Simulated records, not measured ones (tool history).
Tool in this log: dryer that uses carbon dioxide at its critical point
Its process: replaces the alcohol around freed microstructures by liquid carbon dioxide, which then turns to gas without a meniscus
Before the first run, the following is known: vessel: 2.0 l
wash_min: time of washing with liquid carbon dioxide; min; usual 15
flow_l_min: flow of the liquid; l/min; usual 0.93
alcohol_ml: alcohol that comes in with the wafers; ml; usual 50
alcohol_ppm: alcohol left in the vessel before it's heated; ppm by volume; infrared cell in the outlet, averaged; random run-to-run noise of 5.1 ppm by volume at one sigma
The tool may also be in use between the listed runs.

Run 1, hour 0: usual settings. Result: alcohol_ppm 214 ppm by volume.
At hour 42.6: inlet filter changed.
Run 2, hour 42.6: usual settings. Result: alcohol_ppm 99 ppm by volume.
Run 3, hour 86.5: usual settings but alcohol_ml 27 ml. Result: alcohol_ppm 73 ppm by volume.
Run 4, hour 119.8: usual settings but alcohol_ml 27 ml. Result: alcohol_ppm 80 ppm by volume.
Run 5, hour 152: usual settings but alcohol_ml 27 ml. Result: alcohol_ppm 85 ppm by volume.
Run 6, hour 203.2: usual settings but alcohol_ml 27 ml. Result: alcohol_ppm 82 ppm by volume.
Run 7, hour 250: usual settings. Result: alcohol_ppm 112 ppm by volume.
Run 8, hour 273.6: usual settings but wash_min 20 min. Result: alcohol_ppm 66 ppm by volume.
Run 9, hour 296.5: usual settings but wash_min 20 min, flow_l_min 0.843 l/min. Result: alcohol_ppm 79 ppm by volume.
Run 10, hour 347.1: usual settings. Result: alcohol_ppm 124 ppm by volume.
Run 11, hour 387.6: usual settings but flow_l_min 1.557 l/min. Result: alcohol_ppm 59 ppm by volume.
Run 12, hour 437.2: usual settings but flow_l_min 1.557 l/min. Result: alcohol_ppm 49 ppm by volume.
Run 13, hour 485.3: usual settings. Result: alcohol_ppm 143 ppm by volume.
Run 14, hour 538.2: usual settings. Result: alcohol_ppm 154 ppm by volume.
Run 15, hour 567.3: usual settings but wash_min 13 min. Result: alcohol_ppm 263 ppm by volume.
Run 16, hour 610.6: usual settings but wash_min 13 min. Result: alcohol_ppm 265 ppm by volume.
Run 17, hour 640.4: usual settings but wash_min 13 min. Result: alcohol_ppm 278 ppm by volume.
Run 18, hour 679.3: usual settings but wash_min 13 min. Result: alcohol_ppm 286 ppm by volume.
Run 19, hour 702.9: usual settings. Result: alcohol_ppm 180 ppm by volume.
Run 20, hour 726.6: usual settings. Result: alcohol_ppm 174 ppm by volume.
Run 21, hour 771.7: usual settings. Result: alcohol_ppm 178 ppm by volume.
Run 22, hour 803.7: usual settings. Result: alcohol_ppm 188 ppm by volume.
Run 23, hour 834.1: usual settings but wash_min 10 min, alcohol_ml 20 ml. Result: alcohol_ppm 353 ppm by volume.
Run 24, hour 878.5: usual settings but flow_l_min 0.599 l/min, alcohol_ml 91 ml. Result: alcohol_ppm 1677 ppm by volume.
Run 25, hour 927.9: usual settings but wash_min 17 min, flow_l_min 1.074 l/min, alcohol_ml 22 ml. Result: alcohol_ppm 73 ppm by volume.
Run 26, hour 963.9: usual settings but wash_min 18 min, flow_l_min 1.228 l/min, alcohol_ml 22 ml. Result: alcohol_ppm 79 ppm by volume.
Run 27, hour 1012.8: usual settings but flow_l_min 1 l/min. Result: alcohol_ppm 177 ppm by volume.
Run 28, hour 1042.9: usual settings but wash_min 18 min, flow_l_min 0.844 l/min, alcohol_ml 27 ml. Result: alcohol_ppm 125 ppm by volume.
Run 29, hour 1073.1: usual settings but wash_min 18 min, flow_l_min 0.844 l/min, alcohol_ml 27 ml. Result: alcohol_ppm 139 ppm by volume.
Run 30, hour 1114.2: usual settings but wash_min 20 min, flow_l_min 0.916 l/min, alcohol_ml 37 ml. Result: alcohol_ppm 92 ppm by volume.
At hour 1129.5: inlet filter changed.
Run 31, hour 1167.7: usual settings but wash_min 16 min, flow_l_min 1.496 l/min, alcohol_ml 38 ml. Result: alcohol_ppm 81 ppm by volume.
Run 32, hour 1200.1: usual settings but flow_l_min 0.753 l/min, alcohol_ml 49 ml. Result: alcohol_ppm 267 ppm by volume.
Run 33, hour 1227.8: usual settings but flow_l_min 0.753 l/min, alcohol_ml 49 ml. Result: alcohol_ppm 270 ppm by volume.
Run 34, hour 1279.8: usual settings but wash_min 18 min, flow_l_min 1.019 l/min, alcohol_ml 38 ml. Result: alcohol_ppm 83 ppm by volume.
Run 35, hour 1323.9: usual settings but wash_min 18 min, flow_l_min 1.019 l/min, alcohol_ml 38 ml. Result: alcohol_ppm 89 ppm by volume.
Run 36, hour 1370.9: usual settings but wash_min 18 min, flow_l_min 1.019 l/min, alcohol_ml 20 ml. Result: alcohol_ppm 80 ppm by volume.
Run 37, hour 1421.2: usual settings but wash_min 16 min, flow_l_min 1.494 l/min. Result: alcohol_ppm 88 ppm by volume.
Run 38, hour 1465.9: usual settings but wash_min 14 min, flow_l_min 0.709 l/min, alcohol_ml 41 ml. Result: alcohol_ppm 422 ppm by volume.
Run 39, hour 1512: usual settings but wash_min 21 min, alcohol_ml 32 ml. Result: alcohol_ppm 76 ppm by volume.
Run 40, hour 1561.3: usual settings but wash_min 16 min, flow_l_min 0.645 l/min, alcohol_ml 49 ml. Result: alcohol_ppm 459 ppm by volume.
Run 41, hour 1590.4: usual settings but wash_min 9 min, flow_l_min 1.406 l/min, alcohol_ml 80 ml. Result: alcohol_ppm 316 ppm by volume.

Forecast each of these 3 alternatives for the next run:
Run A, hour 1632.8: usual settings but flow_l_min 0.881 l/min, alcohol_ml 25 ml. Result: alcohol_ppm ?.
Run B, hour 1632.8: usual settings but wash_min 22 min, flow_l_min 0.657 l/min, alcohol_ml 63 ml. Result: alcohol_ppm ?.
Run C, hour 1632.8: usual settings but wash_min 9 min, flow_l_min 1.359 l/min, alcohol_ml 80 ml. Result: alcohol_ppm ?.

run  alcohol_ppm
  A          135
  B          196
  C          355
Without the tool's unlogged condition, the same runs would have read:
run  alcohol_ppm
  A           34
  B           72
  C          177

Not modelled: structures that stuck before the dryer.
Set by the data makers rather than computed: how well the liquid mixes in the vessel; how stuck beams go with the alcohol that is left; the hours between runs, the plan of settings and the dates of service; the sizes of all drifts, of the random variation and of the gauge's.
